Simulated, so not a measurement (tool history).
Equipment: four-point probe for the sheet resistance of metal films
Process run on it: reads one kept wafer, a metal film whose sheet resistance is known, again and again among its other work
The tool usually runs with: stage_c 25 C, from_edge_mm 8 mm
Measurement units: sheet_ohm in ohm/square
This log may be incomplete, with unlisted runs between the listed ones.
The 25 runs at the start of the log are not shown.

Run 26, hour 959.9: usual settings but stage_c 32 C, from_edge_mm 7 mm. Result: sheet_ohm 0.138939 ohm/square.
Run 27, hour 1011.6: usual settings but stage_c 24 C, from_edge_mm 29 mm. Result: sheet_ohm 0.136995 ohm/square.
Run 28, hour 1042.8: usual settings but stage_c 30 C, from_edge_mm 20 mm. Result: sheet_ohm 0.136925 ohm/square.
Run 29, hour 1072.3: usual settings but stage_c 30 C, from_edge_mm 20 mm. Result: sheet_ohm 0.136946 ohm/square.
Run 30, hour 1128.9: usual settings but stage_c 29 C, from_edge_mm 29 mm. Result: sheet_ohm 0.136807 ohm/square.
Run 31, hour 1181.9: usual settings but stage_c 32 C, from_edge_mm 49 mm. Result: sheet_ohm 0.136644 ohm/square.
Run 32, hour 1219.3: usual settings but stage_c 32 C, from_edge_mm 49 mm. Result: sheet_ohm 0.136635 ohm/square.
Run 33, hour 1253.5: usual settings but stage_c 24 C, from_edge_mm 49 mm. Result: sheet_ohm 0.136903 ohm/square.
Run 34, hour 1302.3: usual settings but stage_c 32 C, from_edge_mm 14 mm. Result: sheet_ohm 0.137241 ohm/square.
Run 35, hour 1336.3: usual settings but stage_c 19 C, from_edge_mm 11 mm. Result: sheet_ohm 0.138067 ohm/square.
Run 36, hour 1377.2: usual settings but from_edge_mm 68 mm. Result: sheet_ohm 0.136846 ohm/square.
Run 37, hour 1411.0: usual settings but stage_c 33 C, from_edge_mm 18 mm. Result: sheet_ohm 0.136941 ohm/square.
Run 38, hour 1446.4: usual settings but stage_c 28 C. Result: sheet_ohm 0.138546 ohm/square.
Run 39, hour 1480.9: usual settings but stage_c 23 C, from_edge_mm 67 mm. Result: sheet_ohm 0.136907 ohm/square.
Run 40, hour 1536.7: usual settings but stage_c 29 C, from_edge_mm 34 mm. Result: sheet_ohm 0.136785 ohm/square.
Run 41, hour 1586.2: usual settings but stage_c 29 C, from_edge_mm 34 mm. Result: sheet_ohm 0.136766 ohm/square.
Run 42, hour 1619.7: usual settings but stage_c 29 C, from_edge_mm 34 mm. Result: sheet_ohm 0.136797 ohm/square.
Run 43, hour 1667.8: usual settings but stage_c 24 C, from_edge_mm 13 mm. Result: sheet_ohm 0.137578 ohm/square.

Run 44 has not been measured yet. What should we expect?
Run 44, hour 1695.7: usual settings but stage_c 24 C, from_edge_mm 4 mm. Result: sheet_ohm ?.

sheet_ohm: 0.143931 ohm/square
Were there no unlogged condition in the tool, this run, its random variation unchanged, would have produced sheet_ohm 0.143945 ohm/square.
